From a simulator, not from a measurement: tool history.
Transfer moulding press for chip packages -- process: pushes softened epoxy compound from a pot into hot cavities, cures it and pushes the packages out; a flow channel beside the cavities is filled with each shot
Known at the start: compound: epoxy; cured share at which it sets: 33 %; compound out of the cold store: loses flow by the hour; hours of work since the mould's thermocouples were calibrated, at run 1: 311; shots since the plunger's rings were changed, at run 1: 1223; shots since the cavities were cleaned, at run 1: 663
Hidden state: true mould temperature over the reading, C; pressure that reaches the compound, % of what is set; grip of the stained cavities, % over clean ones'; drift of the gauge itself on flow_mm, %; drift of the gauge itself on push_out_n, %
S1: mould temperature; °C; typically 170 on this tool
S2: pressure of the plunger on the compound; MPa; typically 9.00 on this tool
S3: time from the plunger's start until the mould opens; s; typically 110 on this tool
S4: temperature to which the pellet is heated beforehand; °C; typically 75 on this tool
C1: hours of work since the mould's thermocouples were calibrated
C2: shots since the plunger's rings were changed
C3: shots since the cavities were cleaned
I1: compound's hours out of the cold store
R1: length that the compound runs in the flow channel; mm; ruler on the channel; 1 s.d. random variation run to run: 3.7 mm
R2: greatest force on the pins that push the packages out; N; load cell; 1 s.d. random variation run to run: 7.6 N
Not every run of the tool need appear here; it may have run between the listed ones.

{"run": 1, "hour": 0.0, "S1": 170, "S2": 9.0, "S3": 110, "S4": 75, "C1": 311, "C2": 1223, "C3": 663, "I1": 43.5, "R1": 595, "R2": 589}
{"run": 2, "hour": 25.6, "S1": 170, "S2": 9.0, "S3": 110, "S4": 75, "C1": 331, "C2": 1557, "C3": 997, "I1": 29.8, "R1": 645, "R2": 639}
{"hour": 39.2, "done": "cavities cleaned with cleaning compound and waxed"}
{"hour": 55.3, "done": "mould's thermocouples calibrated"}
{"run": 3, "hour": 57.2, "S1": 170, "S2": 9.0, "S3": 110, "S4": 75, "C1": 2, "C2": 1924, "C3": 209, "I1": 36.2, "R1": 614, "R2": 415}
{"run": 4, "hour": 91.1, "S1": 170, "S2": 9.0, "S3": 110, "S4": 75, "C1": 28, "C2": 2366, "C3": 651, "I1": 44.8, "R1": 574, "R2": 571}
{"run": 5, "hour": 126.3, "S1": 170, "S2": 9.0, "S3": 110, "S4": 75, "C1": 56, "C2": 2825, "C3": 1110, "I1": 25.4, "R1": 635, "R2": 626}
{"hour": 132.0, "done": "cavities cleaned with cleaning compound and waxed"}
{"run": 6, "hour": 156.2, "S1": 170, "S2": 9.0, "S3": 110, "S4": 75, "C1": 78, "C2": 3196, "C3": 316, "I1": 35.2, "R1": 606, "R2": 477}
{"run": 7, "hour": 190.5, "S1": 170, "S2": 9.0, "S3": 90, "S4": 75, "C1": 106, "C2": 3644, "C3": 764, "I1": 27.9, "R1": 617, "R2": 754}
{"hour": 220.9, "done": "cavities cleaned with cleaning compound and waxed"}
{"run": 8, "hour": 225.0, "S1": 170, "S2": 9.0, "S3": 90, "S4": 75, "C1": 131, "C2": 4074, "C3": 53, "I1": 16.3, "R1": 655, "R2": 459}
{"hour": 272.4, "done": "plunger's sealing rings changed"}
{"run": 9, "hour": 276.9, "S1": 170, "S2": 9.55, "S3": 110, "S4": 75, "C1": 170, "C2": 59, "C3": 698, "I1": 38.4, "R1": 648, "R2": 578}
{"hour": 311.2, "done": "cavities cleaned with cleaning compound and waxed"}
{"run": 10, "hour": 319.2, "S1": 170, "S2": 9.55, "S3": 110, "S4": 75, "C1": 203, "C2": 592, "C3": 105, "I1": 13.5, "R1": 737, "R2": 384}
{"run": 11, "hour": 368.0, "S1": 170, "S2": 9.55, "S3": 110, "S4": 75, "C1": 241, "C2": 1228, "C3": 741, "I1": 47.5, "R1": 597, "R2": 565}
{"hour": 399.3, "done": "cavities cleaned with cleaning compound and waxed"}
{"run": 12, "hour": 399.3, "S1": 171, "S2": 9.0, "S3": 110, "S4": 75, "C1": 265, "C2": 1617, "C3": 0, "I1": 28.4, "R1": 632, "R2": 322}
{"run": 13, "hour": 454.0, "S1": 171, "S2": 9.0, "S3": 110, "S4": 75, "C1": 308, "C2": 2332, "C3": 715, "I1": 26.5, "R1": 634, "R2": 594}
{"run": 14, "hour": 479.9, "S1": 171, "S2": 9.0, "S3": 91, "S4": 75, "C1": 328, "C2": 2670, "C3": 1053, "I1": 34.0, "R1": 608, "R2": 789}
{"hour": 488.7, "done": "cavities cleaned with cleaning compound and waxed"}
{"hour": 514.7, "done": "mould's thermocouples calibrated"}
{"run": 15, "hour": 516.3, "S1": 171, "S2": 9.0, "S3": 91, "S4": 75, "C1": 1, "C2": 3099, "C3": 334, "I1": 32.7, "R1": 600, "R2": 577}
{"run": 16, "hour": 555.3, "S1": 163, "S2": 9.83, "S3": 91, "S4": 68, "C1": 32, "C2": 3607, "C3": 842, "I1": 43.0, "R1": 599, "R2": 1169}
{"hour": 578.9, "done": "cavities cleaned with cleaning compound and waxed"}
{"run": 17, "hour": 608.8, "S1": 163, "S2": 9.83, "S3": 91, "S4": 68, "C1": 73, "C2": 4287, "C3": 391, "I1": 18.5, "R1": 681, "R2": 1095}
{"hour": 639.3, "done": "plunger's sealing rings changed"}
{"run": 18, "hour": 639.3, "S1": 170, "S2": 9.0, "S3": 112, "S4": 75, "C1": 95, "C2": 0, "C3": 756, "I1": 39.3, "R1": 626, "R2": 596}
{"hour": 671.5, "done": "cavities cleaned with cleaning compound and waxed"}
{"run": 19, "hour": 683.7, "S1": 170, "S2": 9.0, "S3": 103, "S4": 80, "C1": 129, "C2": 560, "C3": 159, "I1": 8.8, "R1": 729, "R2": 442}
{"run": 20, "hour": 726.7, "S1": 170, "S2": 9.0, "S3": 100, "S4": 75, "C1": 163, "C2": 1120, "C3": 719, "I1": 25.4, "R1": 658, "R2": 677}
{"hour": 759.8, "done": "cavities cleaned with cleaning compound and waxed"}
{"run": 21, "hour": 784.6, "S1": 163, "S2": 9.0, "S3": 100, "S4": 75, "C1": 207, "C2": 1856, "C3": 322, "I1": 20.0, "R1": 687, "R2": 833}
{"run": 22, "hour": 835.4, "S1": 163, "S2": 9.0, "S3": 100, "S4": 75, "C1": 248, "C2": 2520, "C3": 986, "I1": 45.8, "R1": 581, "R2": 1002}
{"hour": 849.6, "done": "cavities cleaned with cleaning compound and waxed"}
{"run": 23, "hour": 887.5, "S1": 163, "S2": 9.0, "S3": 100, "S4": 75, "C1": 287, "C2": 3181, "C3": 495, "I1": 39.4, "R1": 597, "R2": 915}
{"run": 24, "hour": 934.6, "S1": 163, "S2": 9.0, "S3": 100, "S4": 75, "C1": 325, "C2": 3794, "C3": 1108, "I1": 13.5, "R1": 682, "R2": 1188}

The next listed run, before its measurement:
{"hour": 938.5, "done": "cavities cleaned with cleaning compound and waxed"}
{"hour": 973.1, "done": "mould's thermocouples calibrated"}
{"run": 25, "hour": 994.6, "S1": 163, "S2": 9.0, "S3": 100, "S4": 75, "C1": 17, "C2": 4532, "C3": 706, "I1": 44.6, "R1": "?", "R2": "?"}

R1: 567 mm
R2: 925 N
On a tool with no hidden condition, and with the same random variation, this run would have come out at R1 621 mm, R2 498 N.
